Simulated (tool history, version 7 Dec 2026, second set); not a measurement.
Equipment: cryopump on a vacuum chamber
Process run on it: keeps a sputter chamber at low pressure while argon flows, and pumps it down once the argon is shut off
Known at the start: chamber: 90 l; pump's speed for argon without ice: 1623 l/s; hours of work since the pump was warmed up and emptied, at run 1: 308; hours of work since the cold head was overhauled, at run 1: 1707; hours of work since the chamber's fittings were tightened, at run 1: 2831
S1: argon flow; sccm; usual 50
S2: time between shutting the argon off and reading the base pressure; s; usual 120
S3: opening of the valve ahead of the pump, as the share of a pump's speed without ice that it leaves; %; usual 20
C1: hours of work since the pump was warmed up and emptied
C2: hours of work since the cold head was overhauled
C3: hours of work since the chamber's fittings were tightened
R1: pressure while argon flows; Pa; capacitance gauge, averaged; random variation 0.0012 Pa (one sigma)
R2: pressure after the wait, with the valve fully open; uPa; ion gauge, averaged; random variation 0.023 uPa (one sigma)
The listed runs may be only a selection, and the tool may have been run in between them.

run,hour,S1,S2,S3,C1,C2,C3,R1,R2
1,0.0,50,120,20,308,1707,2831,0.2685,1.04
2,45.2,50,120,20,346,1745,2868,0.2720,1.10
3,110.4,50,268,20,400,1799,2923,0.2720,0.81
# hour 120.0: pump warmed up, emptied and cooled again
4,160.3,50,45,20,33,1837,2960,0.2615,1.91
5,193.5,50,45,20,61,1864,2988,0.2627,1.97
6,234.2,50,45,20,95,1898,3021,0.2655,1.93
7,271.5,50,120,30,126,1929,3052,0.1800,1.06
8,315.8,92,120,20,163,1966,3089,0.4859,1.04
9,349.7,50,21,20,191,1994,3118,0.2669,3.65
10,386.6,50,21,20,222,2025,3148,0.2683,3.55
11,429.3,50,21,20,257,2060,3184,0.2663,3.62
12,463.2,50,21,20,285,2089,3212,0.2706,3.68
13,523.5,50,21,20,336,2139,3262,0.2734,3.64
14,570.7,41,120,20,375,2178,3301,0.2253,1.18
# hour 614.4: pump warmed up, emptied and cooled again
15,617.5,41,120,20,3,2213,3336,0.2144,1.08
16,668.1,41,120,20,45,2255,3378,0.2164,1.06
17,724.9,41,120,20,92,2302,3426,0.2161,1.05
18,796.7,28,165,18,152,2362,3485,0.1635,0.97
# hour 816.8: leaking fittings of the chamber tightened, without venting
19,847.0,47,105,18,192,2402,25,0.2805,0.80
20,912.6,30,65,18,246,2457,80,0.1796,1.27
21,965.6,30,65,18,291,2501,124,0.1800,1.26
22,1000.7,30,65,18,320,2530,153,0.1810,1.25
23,1076.5,30,65,18,383,2593,216,0.1810,1.27
# hour 1110.7: pump warmed up, emptied and cooled again
24,1153.9,43,55,49,36,2653,276,0.0932,1.37
25,1194.5,37,120,25,70,2687,310,0.1562,0.76
26,1269.4,37,120,25,132,2749,372,0.1571,0.79
27,1322.2,90,104,20,176,2793,416,0.4797,0.87
28,1400.4,50,37,49,241,2858,481,0.1149,2.06
29,1476.1,50,37,49,304,2921,544,0.1159,2.03
30,1530.4,95,120,26,349,2966,590,0.4023,0.82
# hour 1602.1: pump warmed up, emptied and cooled again
31,1607.7,96,50,20,5,3027,650,0.5056,1.53
32,1654.5,96,50,20,44,3066,689,0.5056,1.57
33,1699.2,77,179,20,81,3103,726,0.4078,0.64

Pick out some run-to-run changes in R1. Of each, how much would a tool without hidden state show as well, from the settings, what came in and chance, and how much is left for the hidden state and any gauge scatter not in both results compared?
The tool's hidden condition here consists of: pump's speed, % of a pump's without ice; cold plate's temperature, K; leak into the chamber, uPa l/s; drift of the gauge itself on working_pa, %; drift of the gauge itself on base_upa, %.
Run 3 -> 4: S2 268 -> 45, pump warmed up, emptied and cooled again. R1 -0.0105 Pa: hidden state -0.0113, all else +0.0008.
Run 7 -> 8: S1 50 -> 92, S3 30 -> 20. R1 +0.3059 Pa: hidden state +0.0061, all else +0.2998.
Run 26 -> 27: S1 37 -> 90, S2 120 -> 104, S3 25 -> 20. R1 +0.3226 Pa: hidden state +0.0079, all else +0.3147.
Run 27 -> 28: S1 90 -> 50, S2 104 -> 37, S3 20 -> 49. R1 -0.3648 Pa: hidden state -0.0029, all else -0.3619.
Run 29 -> 30: S1 50 -> 95, S2 37 -> 120, S3 49 -> 26. R1 +0.2864 Pa: hidden state +0.0123, all else +0.2741.
Run 30 -> 31: S1 95 -> 96, S2 120 -> 50, S3 26 -> 20, pump warmed up, emptied and cooled again. R1 +0.1033 Pa: hidden state -0.0201, all else +0.1234.
